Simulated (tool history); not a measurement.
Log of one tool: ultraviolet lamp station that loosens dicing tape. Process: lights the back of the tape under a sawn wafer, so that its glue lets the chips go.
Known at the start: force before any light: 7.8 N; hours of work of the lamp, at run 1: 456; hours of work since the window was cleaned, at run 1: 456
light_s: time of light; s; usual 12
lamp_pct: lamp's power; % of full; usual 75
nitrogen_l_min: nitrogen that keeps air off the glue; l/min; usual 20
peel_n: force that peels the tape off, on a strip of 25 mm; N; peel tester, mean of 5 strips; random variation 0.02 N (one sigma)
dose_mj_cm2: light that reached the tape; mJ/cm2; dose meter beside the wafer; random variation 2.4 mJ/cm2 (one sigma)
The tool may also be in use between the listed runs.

run,day,light_s,lamp_pct,nitrogen_l_min,hours of work of the lamp,hours of work since the window was cleaned,peel_n,dose_mj_cm2
1,0,12,75,20,456,456,0.977,268
2,2.108,12,75,20,492,492,1.019,265
3,3.35,12,75,27,513,513,0.906,265
# day 4.625: window cleaned of glue's vapour
4,5.929,14,75,27,557,22,0.618,309
5,8.171,14,75,27,595,60,0.619,308
6,10.271,14,75,27,631,96,0.617,311
7,12.025,14,75,27,661,126,0.627,308
8,14.388,12,75,20,701,166,1,265
9,16.604,12,75,20,739,204,1.026,267
10,18.629,12,75,20,773,239,1,266
11,20.912,12,75,20,812,277,0.978,266
# day 21.825: lamp changed
12,22.538,12,75,20,12,304,1.008,267
13,24.504,12,75,7,46,338,1.743,267
14,27.092,12,75,20,90,382,1.008,263
15,28.229,18,75,20,109,401,0.434,400
16,30.55,18,75,20,149,441,0.447,402
17,31.7,12,60,20,168,461,1.434,215
18,34.083,7,75,20,209,501,2.251,154
# day 36.204: window cleaned of glue's vapour
19,36.6,7,88,20,251,7,1.844,179
20,38.292,12,75,21,280,36,1.013,262
21,39.733,12,75,21,305,60,0.993,265
22,41.267,12,75,30,331,86,0.793,266
23,43.029,12,75,30,361,116,0.807,267
24,45.404,12,75,30,401,157,0.797,263
25,47.975,9,79,13,445,201,1.814,210
26,49.858,20,91,7,477,233,0.508,536
27,51.804,20,91,7,510,266,0.497,541
28,53.383,13,93,7,537,293,1.076,353
29,54.8,11,85,7,561,317,1.635,274
30,57.012,11,77,17,599,354,1.174,253
31,58.946,7,80,20,632,387,1.996,166
32,60.167,7,80,18,653,408,2.104,164
33,61.288,7,80,18,672,427,2.173,160
34,63.471,15,75,20,709,464,0.649,330
35,65.158,15,75,20,738,493,0.632,328
# day 67.621: window cleaned of glue's vapour
36,67.767,10,75,12,782,2,1.788,220
37,68.892,8,75,13,801,22,2.227,176
# day 70.442: lamp changed
38,70.546,12,75,11,2,49,1.35,266
39,71.938,12,75,11,26,73,1.339,260
40,74.042,7,75,17,61,109,2.327,159
41,76.2,15,86,27,98,145,0.431,379
42,77.362,15,86,27,118,165,0.424,377

Hidden state at the last listed run before each entry between runs and at the first one after, where it differs:
Between runs 3 and 4: window cleaned of glue's vapour (day 4.625)
  lamp's light, % of a new lamp's: 99.9 -> 99.8; light that the window lets through, % of a clean one's: 99.9 -> 100
Between runs 11 and 12: lamp changed (day 21.825)
  lamp's light, % of a new lamp's: 99.8 -> 100
Between runs 18 and 19: window cleaned of glue's vapour (day 36.204)
  light that the window lets through, % of a clean one's: 99.9 -> 100
Between runs 35 and 36: window cleaned of glue's vapour (day 67.621)
  light that the window lets through, % of a clean one's: 99.9 -> 100
Between runs 37 and 38: lamp changed (day 70.442)
  lamp's light, % of a new lamp's: 99.8 -> 100
